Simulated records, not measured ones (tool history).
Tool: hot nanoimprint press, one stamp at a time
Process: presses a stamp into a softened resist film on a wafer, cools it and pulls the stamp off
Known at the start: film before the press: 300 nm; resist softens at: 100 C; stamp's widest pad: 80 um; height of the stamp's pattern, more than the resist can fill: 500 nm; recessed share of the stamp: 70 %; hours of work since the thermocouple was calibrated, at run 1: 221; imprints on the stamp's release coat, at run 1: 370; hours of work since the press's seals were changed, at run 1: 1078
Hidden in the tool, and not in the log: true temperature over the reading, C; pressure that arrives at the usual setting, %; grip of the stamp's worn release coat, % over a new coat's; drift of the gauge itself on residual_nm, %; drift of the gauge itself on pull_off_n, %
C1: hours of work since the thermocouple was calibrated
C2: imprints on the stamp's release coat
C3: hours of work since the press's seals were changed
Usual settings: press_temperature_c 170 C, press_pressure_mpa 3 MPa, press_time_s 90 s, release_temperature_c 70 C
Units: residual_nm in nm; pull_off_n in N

Run 1, hour 0: usual settings; C1 221; C2 370; C3 1078. Result: residual_nm 112 nm, pull_off_n 189 N.
Run 2, hour 37.6: usual settings but press_pressure_mpa 3.17 MPa; C1 250; C2 569; C3 1107. Result: residual_nm 111 nm, pull_off_n 195 N.
At hour 80.9: stamp cleaned and given a new release coat.
Run 3, hour 93.8: usual settings but press_pressure_mpa 3.17 MPa; C1 289; C2 68; C3 1146. Result: residual_nm 111 nm, pull_off_n 187 N.
At hour 108.6: press's hydraulic seals changed and the load cell set to zero.
Run 4, hour 137: usual settings but press_pressure_mpa 3.17 MPa; C1 316; C2 254; C3 22. Result: residual_nm 106.9 nm, pull_off_n 186 N.
Run 5, hour 172.9: usual settings but press_time_s 54 s; C1 344; C2 444; C3 50. Result: residual_nm 132.9 nm, pull_off_n 202 N.
Run 6, hour 222.1: usual settings; C1 382; C2 703; C3 88. Result: residual_nm 110.9 nm, pull_off_n 200 N.
At hour 240.7: stamp cleaned and given a new release coat.
Run 7, hour 269.4: usual settings; C1 414; C2 151; C3 120. Result: residual_nm 111.4 nm, pull_off_n 188 N.
Run 8, hour 294.6: usual settings; C1 434; C2 284; C3 140. Result: residual_nm 111.7 nm, pull_off_n 188 N.
Run 9, hour 341.8: usual settings; C1 470; C2 534; C3 176. Result: residual_nm 111.2 nm, pull_off_n 196 N.
At hour 375.5: plate thermocouple calibrated.
Run 10, hour 376.8: usual settings; C1 1; C2 703; C3 201. Result: residual_nm 108.3 nm, pull_off_n 196 N.
At hour 395.8: stamp cleaned and given a new release coat.
Run 11, hour 434.2: usual settings; C1 41; C2 203; C3 241. Result: residual_nm 110.7 nm, pull_off_n 186 N.
Run 12, hour 478.9: usual settings; C1 75; C2 439; C3 276. Result: residual_nm 109 nm, pull_off_n 187 N.
Run 13, hour 520.6: usual settings; C1 108; C2 659; C3 308. Result: residual_nm 109.8 nm, pull_off_n 193 N.
At hour 547.2: stamp cleaned and given a new release coat.
Run 14, hour 562.5: usual settings but release_temperature_c 71 C; C1 136; C2 81; C3 336. Result: residual_nm 111.6 nm, pull_off_n 180 N.
Run 15, hour 587.5: usual settings but release_temperature_c 71 C; C1 155; C2 213; C3 355. Result: residual_nm 109.4 nm, pull_off_n 181 N.
Run 16, hour 638.5: usual settings but press_pressure_mpa 3.91 MPa, release_temperature_c 72 C; C1 195; C2 483; C3 395. Result: residual_nm 95.9 nm, pull_off_n 179 N.
Run 17, hour 681: usual settings but release_temperature_c 77 C; C1 228; C2 707; C3 428. Result: residual_nm 111.9 nm, pull_off_n 153 N.
At hour 697.5: stamp cleaned and given a new release coat.
Run 18, hour 723.2: usual settings but press_time_s 93 s, release_temperature_c 77 C; C1 256; C2 135; C3 456. Result: residual_nm 109.6 nm, pull_off_n 148 N.
Run 19, hour 773: usual settings but press_temperature_c 177 C, press_pressure_mpa 2.4 MPa, press_time_s 93 s, release_temperature_c 77 C; C1 294; C2 398; C3 494. Result: residual_nm 104.6 nm, pull_off_n 152 N.
Run 20, hour 819.1: usual settings but press_temperature_c 177 C, press_pressure_mpa 2.4 MPa, press_time_s 93 s, release_temperature_c 77 C; C1 330; C2 642; C3 530. Result: residual_nm 105.3 nm, pull_off_n 157 N.
At hour 848.6: stamp cleaned and given a new release coat.
Run 21, hour 856.2: usual settings but press_temperature_c 177 C, press_pressure_mpa 4.75 MPa, release_temperature_c 65 C; C1 354; C2 40; C3 554. Result: residual_nm 71.3 nm, pull_off_n 210 N.
Run 22, hour 891: usual settings but press_temperature_c 177 C, press_pressure_mpa 4.75 MPa, release_temperature_c 65 C; C1 381; C2 224; C3 581. Result: residual_nm 71 nm, pull_off_n 210 N.
Run 23, hour 939.4: usual settings but press_temperature_c 173 C, press_time_s 81 s; C1 419; C2 479; C3 619. Result: residual_nm 108.5 nm, pull_off_n 192 N.
Run 24, hour 965.7: usual settings but press_temperature_c 173 C, press_time_s 81 s; C1 439; C2 618; C3 639. Result: residual_nm 107.8 nm, pull_off_n 193 N.
At hour 1000: stamp cleaned and given a new release coat.
Run 25, hour 1016.7: usual settings but press_pressure_mpa 3.29 MPa, press_time_s 67 s; C1 474; C2 88; C3 674. Result: residual_nm 118.8 nm, pull_off_n 192 N.
At hour 1044.3: plate thermocouple calibrated.
Run 26, hour 1066.9: usual settings but press_temperature_c 180 C, press_pressure_mpa 3.65 MPa, press_time_s 47 s, release_temperature_c 55 C; C1 17; C2 337; C3 711. Result: residual_nm 96.1 nm, pull_off_n 272 N.
Run 27, hour 1110.3: usual settings but press_temperature_c 162 C, press_pressure_mpa 2.74 MPa; C1 51; C2 567; C3 744. Result: residual_nm 144.7 nm, pull_off_n 187 N.
At hour 1154.4: stamp cleaned and given a new release coat.
Run 28, hour 1155.4: usual settings but press_temperature_c 162 C, press_pressure_mpa 2.74 MPa; C1 81; C2 5; C3 775. Result: residual_nm 143 nm, pull_off_n 184 N.
Run 29, hour 1176.2: usual settings but press_temperature_c 172 C, press_pressure_mpa 2.96 MPa, press_time_s 59 s; C1 98; C2 115; C3 791. Result: residual_nm 123.4 nm, pull_off_n 189 N.

Forecast each of these 4 alternatives for the next run:
Run A, hour 1211.8: usual settings but press_temperature_c 172 C, press_pressure_mpa 3.68 MPa, press_time_s 59 s; C1 125; C2 303; C3 818. Result: residual_nm ?, pull_off_n ?.
Run B, hour 1211.8: usual settings but press_pressure_mpa 3.18 MPa, press_time_s 73 s, release_temperature_c 76 C; C1 125; C2 303; C3 818. Result: residual_nm ?, pull_off_n ?.
Run C, hour 1211.8: usual settings but press_temperature_c 172 C, press_pressure_mpa 2.96 MPa, press_time_s 132 s; C1 125; C2 303; C3 818. Result: residual_nm ?, pull_off_n ?.
Run D, hour 1211.8: usual settings but press_temperature_c 167 C, press_pressure_mpa 2.55 MPa, press_time_s 59 s; C1 125; C2 303; C3 818. Result: residual_nm ?, pull_off_n ?.

run  residual_nm  pull_off_n
  A        109.5         186
  B        116.8         150
  C         93.1         187
  D        151.4         183
Without the tool's hidden state the same runs would have given:
run  residual_nm  pull_off_n
  A        106.6         181
  B        114.1         146
  C           91         182
  D        148.7         178
